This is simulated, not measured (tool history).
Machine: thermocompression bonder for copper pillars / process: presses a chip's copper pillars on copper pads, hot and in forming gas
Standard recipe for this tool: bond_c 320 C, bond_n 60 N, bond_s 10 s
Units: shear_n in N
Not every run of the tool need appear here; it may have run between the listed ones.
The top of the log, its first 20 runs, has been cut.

{"run": 21, "hour": 606.6, "bond_c": 330, "bond_n": 60, "bond_s": 10, "shear_n": 62.6}
{"run": 22, "hour": 649.5, "bond_c": 315, "bond_n": 37, "bond_s": 15, "shear_n": 38.1}
{"run": 23, "hour": 668.3, "bond_c": 315, "bond_n": 37, "bond_s": 15, "shear_n": 39.2}
{"run": 24, "hour": 710.4, "bond_c": 332, "bond_n": 48, "bond_s": 10, "shear_n": 51.2}
{"hour": 716.9, "done": "forming gas filter changed"}
{"run": 25, "hour": 736.8, "bond_c": 330, "bond_n": 60, "bond_s": 7, "shear_n": 57.1}
{"run": 26, "hour": 755.4, "bond_c": 330, "bond_n": 60, "bond_s": 7, "shear_n": 58}
{"run": 27, "hour": 788.8, "bond_c": 336, "bond_n": 55, "bond_s": 10, "shear_n": 61.5}
{"run": 28, "hour": 819.5, "bond_c": 339, "bond_n": 76, "bond_s": 11, "shear_n": 78.8}
{"run": 29, "hour": 853.0, "bond_c": 339, "bond_n": 76, "bond_s": 11, "shear_n": 81.2}
{"run": 30, "hour": 894.3, "bond_c": 291, "bond_n": 41, "bond_s": 10, "shear_n": 29.1}
{"hour": 905.0, "done": "forming gas filter changed"}
{"run": 31, "hour": 921.8, "bond_c": 320, "bond_n": 56, "bond_s": 7, "shear_n": 48.5}
{"run": 32, "hour": 953.4, "bond_c": 304, "bond_n": 49, "bond_s": 27, "shear_n": 57.1}
{"run": 33, "hour": 982.3, "bond_c": 336, "bond_n": 87, "bond_s": 6, "shear_n": 75.9}
{"run": 34, "hour": 1022.4, "bond_c": 318, "bond_n": 71, "bond_s": 13, "shear_n": 70.9}
{"run": 35, "hour": 1059.0, "bond_c": 318, "bond_n": 71, "bond_s": 13, "shear_n": 72.3}
{"hour": 1094.3, "done": "forming gas filter changed"}
{"run": 36, "hour": 1100.7, "bond_c": 314, "bond_n": 89, "bond_s": 23, "shear_n": 86.8}
{"run": 37, "hour": 1125.9, "bond_c": 314, "bond_n": 89, "bond_s": 23, "shear_n": 83.8}
{"run": 38, "hour": 1146.0, "bond_c": 320, "bond_n": 42, "bond_s": 11, "shear_n": 43.3}
{"run": 39, "hour": 1168.6, "bond_c": 344, "bond_n": 70, "bond_s": 27, "shear_n": 89.9}

5 ways to go on from here, each from the tool as it stands after run 39. What would each give?
{"run": "A", "hour": 1188.4, "bond_c": 291, "bond_n": 70, "bond_s": 27, "shear_n": "?"}
{"run": "B", "hour": 1188.4, "bond_c": 344, "bond_n": 79, "bond_s": 29, "shear_n": "?"}
{"run": "C", "hour": 1188.4, "bond_c": 329, "bond_n": 56, "bond_s": 19, "shear_n": "?"}
{"run": "D", "hour": 1188.4, "bond_c": 344, "bond_n": 70, "bond_s": 17, "shear_n": "?"}
{"run": "E", "hour": 1188.4, "bond_c": 320, "bond_n": 83, "bond_s": 6, "shear_n": "?"}

run=A shear_n=71.3
run=B shear_n=88.8
run=C shear_n=70.1
run=D shear_n=82.9
run=E shear_n=65.5
Had the tool no hidden state, the same runs would have come out as:
run=A shear_n=71.5
run=B shear_n=89
run=C shear_n=70.3
run=D shear_n=83.1
run=E shear_n=65.7
